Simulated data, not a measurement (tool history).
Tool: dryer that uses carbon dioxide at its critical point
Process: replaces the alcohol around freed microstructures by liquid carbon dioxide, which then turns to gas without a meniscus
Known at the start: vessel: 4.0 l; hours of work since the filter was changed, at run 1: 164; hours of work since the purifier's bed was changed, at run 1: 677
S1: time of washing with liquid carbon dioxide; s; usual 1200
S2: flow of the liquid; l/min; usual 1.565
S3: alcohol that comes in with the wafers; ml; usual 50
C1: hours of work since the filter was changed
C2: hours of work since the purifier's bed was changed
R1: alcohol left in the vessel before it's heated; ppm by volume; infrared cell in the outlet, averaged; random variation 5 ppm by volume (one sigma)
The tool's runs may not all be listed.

run   hour    S1     S2  S3   C1    C2    R1
  1    0.0  1200  1.565  50  164   677   108
  2   28.0  1200  2.160  50  185   697    80
  3   73.9  1200  1.565  50  218   731   129
  4  121.8  1200  1.565  50  253   766   157
     167.0  -- inlet filter changed
  5  180.3  1200  1.565  50   10   808   104
  6  248.8  1200  1.565  50   60   858   118
  7  300.7  1200  1.810  50   98   896   100
  8  352.2  1200  1.810  50  135   933   108
  9  391.5  1200  1.810  50  164   962   116
 10  425.4  1200  1.530  50  189   987   154
 11  455.8   780  1.565  36  211  1009   367
 12  501.1   780  1.565  36  244  1042   404
 13  536.0  1200  1.040  53  269  1067   540
     557.2  -- inlet filter changed
 14  587.4  1200  1.040  53   22  1104   342
 15  616.2  1200  1.040  53   43  1125   347
 16  675.2  1200  1.250  50   86  1168   225
 17  742.6   960  2.010  37  135  1217   133
 18  776.6   900  1.280  66  160  1242   690
 19  827.3   900  1.280  66  197  1279   754
 20  883.6   840  0.960  50  238  1320  1455

Measured less the same run without the tool's hidden state. The same run-to-run variation is in both; the gauge's scatter may not be:
The hidden state here: flow that reaches the vessel past the clogged filter, %; alcohol in the recycled carbon dioxide, ppm; drift of the gauge itself on alcohol_ppm, %.
run    R1
  1   +86
  2   +67
  3  +101
  4  +114
  5   +77
  6   +84
  7   +86
  8   +93
  9   +99
 10  +118
 11  +200
 12  +228
 13  +303
 14  +115
 15  +130
 16  +131
 17  +120
 18  +286
 19  +347
 20  +545

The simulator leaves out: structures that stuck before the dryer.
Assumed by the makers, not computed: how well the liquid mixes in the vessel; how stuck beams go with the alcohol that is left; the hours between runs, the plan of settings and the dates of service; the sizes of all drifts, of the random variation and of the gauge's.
